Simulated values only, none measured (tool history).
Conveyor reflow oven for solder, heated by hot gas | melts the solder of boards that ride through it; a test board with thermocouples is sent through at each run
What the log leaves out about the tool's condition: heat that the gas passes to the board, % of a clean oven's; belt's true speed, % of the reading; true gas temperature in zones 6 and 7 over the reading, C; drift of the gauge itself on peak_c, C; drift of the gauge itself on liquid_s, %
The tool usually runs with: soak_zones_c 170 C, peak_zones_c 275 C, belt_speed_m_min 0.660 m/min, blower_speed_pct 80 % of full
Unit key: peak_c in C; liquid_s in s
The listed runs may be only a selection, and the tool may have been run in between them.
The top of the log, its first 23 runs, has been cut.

| run | day | soak_zones_c | peak_zones_c | belt_speed_m_min | blower_speed_pct | hours of work since the flux was cleaned out | hours of work since the belt drive was overhauled | hours of work since the thermocouples were changed | peak_c | liquid_s |
|---|---|---|---|---|---|---|---|---|---|---|
| 24 | 38.400 | 178 | 266 | 0.568 | 54 | 184 | 485 | 585 | 246.2 | 49.7 |
| 25 | 40.067 | 178 | 266 | 0.568 | 54 | 204 | 505 | 605 | 245.8 | 50.0 |
| 26 | 41.646 | 178 | 266 | 0.568 | 67 | 223 | 523 | 623 | 249.9 | 55.0 |
|  | 43.938 | flux residue cleaned out of gas plates and filters |
| 27 | 44.167 | 169 | 266 | 0.568 | 65 | 3 | 551 | 651 | 247.8 | 49.8 |
| 28 | 45.125 | 169 | 266 | 0.568 | 65 | 14 | 562 | 662 | 247.3 | 49.7 |
| 29 | 46.950 | 167 | 264 | 0.629 | 71 | 36 | 584 | 684 | 243.9 | 41.0 |
| 30 | 49.271 | 167 | 264 | 0.629 | 71 | 64 | 612 | 712 | 244.1 | 41.2 |
| 31 | 51.500 | 167 | 264 | 0.629 | 71 | 90 | 638 | 738 | 244.1 | 41.0 |
| 32 | 53.558 | 167 | 264 | 0.629 | 71 | 115 | 663 | 763 | 244.3 | 41.1 |

3 ways to go on from here, each from the tool as it stands after run 32. What would each give?
| A | 55.812 | 167 | 264 | 0.629 | 74 | 142 | 690 | 790 | ? | ? |
| B | 55.812 | 170 | 275 | 0.630 | 80 | 142 | 690 | 790 | ? | ? |
| C | 55.812 | 179 | 272 | 0.539 | 71 | 142 | 690 | 790 | ? | ? |

| run | peak_c | liquid_s |
|---|---|---|
| A | 245.0 | 42.2 |
| B | 256.4 | 50.2 |
| C | 258.2 | 64.2 |
Without the tool's hidden state the same runs would have given:
| run | peak_c | liquid_s |
|---|---|---|
| A | 245.1 | 42.2 |
| B | 256.5 | 50.2 |
| C | 258.3 | 64.2 |
